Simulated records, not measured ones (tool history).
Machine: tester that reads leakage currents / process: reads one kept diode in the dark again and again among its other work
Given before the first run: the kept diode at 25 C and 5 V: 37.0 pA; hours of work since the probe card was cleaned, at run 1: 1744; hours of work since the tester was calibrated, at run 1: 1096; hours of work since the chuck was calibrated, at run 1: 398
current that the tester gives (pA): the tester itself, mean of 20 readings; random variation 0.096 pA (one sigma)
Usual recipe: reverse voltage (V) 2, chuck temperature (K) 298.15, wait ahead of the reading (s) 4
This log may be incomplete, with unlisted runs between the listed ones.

run,hour,reverse voltage (V),chuck temperature (K),wait ahead of the reading (s),hours of work since the probe card was cleaned,hours of work since the tester was calibrated,hours of work since the chuck was calibrated,current that the tester gives (pA)
1,0,2,298.15,4,1744,1096,398,27.24
2,192.8,1.95,298.15,4,1849,1200,503,27.2
3,294.6,1.95,298.15,4,1904,1256,558,27.12
# hour 334.9: probe card cleaned and baked
4,524.2,2,298.15,2.21,103,1378,680,27.36
5,726.9,2,298.15,2.21,212,1488,790,27.4
6,918.7,2,298.15,2.21,316,1592,894,27.51
7,1034.9,2,298.15,2.21,379,1655,957,27.34
8,1251.3,2,298.15,2.21,497,1772,1074,27.29
9,1488.4,2,298.15,4,625,1901,1203,27.34
10,1717.9,2,298.15,4,749,2025,1327,27.38
11,1849,2,298.15,4,820,2096,1398,27.27
12,2073.2,2,298.15,4,942,2218,1520,27.26
13,2189.2,2,311.15,4,1005,2280,1583,70.81
# hour 2367.4: chuck's temperature calibrated
14,2434.5,2,311.15,4,1136,2412,36,70.89
15,2543.2,3.14,300.15,4,1195,2471,95,36.98
16,2684.8,1.61,321.15,6.99,1272,2548,172,129.31
17,2923.8,1.11,295.15,0.36,1402,2677,301,18.65
18,3121.8,1.13,308.15,1.42,1509,2785,409,47.14
19,3248.1,1.13,308.15,1.42,1577,2853,477,47
20,3461.6,4.09,294.15,0.46,1693,2969,593,28.1
21,3641.5,2,322.15,1.03,1790,3066,690,149.48
22,3740.7,2,322.15,1.03,1844,3120,744,149.74
# hour 3887.8: probe card cleaned and baked
23,3981.1,2,322.15,1.03,51,3248,873,149.44
24,4174.6,11.87,312.15,0.71,155,3353,977,144.8
25,4295.1,11.87,312.15,0.71,221,3419,1043,144.03

Forecast each of these 5 alternatives for the next run:
A,4500.2,2,298.15,5.81,332,3530,1154,?
B,4500.2,10.63,313.15,0.45,332,3530,1154,?
C,4500.2,2,310.15,4,332,3530,1154,?
D,4500.2,4.23,299.15,7.77,332,3530,1154,?
E,4500.2,1.82,298.15,1.43,332,3530,1154,?

run,current that the tester gives (pA)
A,27.19
B,150.51
C,65.83
D,38
E,26.52
With no hidden state in the tool, these same runs would have given:
run,current that the tester gives (pA)
A,27.18
B,150.48
C,65.82
D,37.99
E,26.52
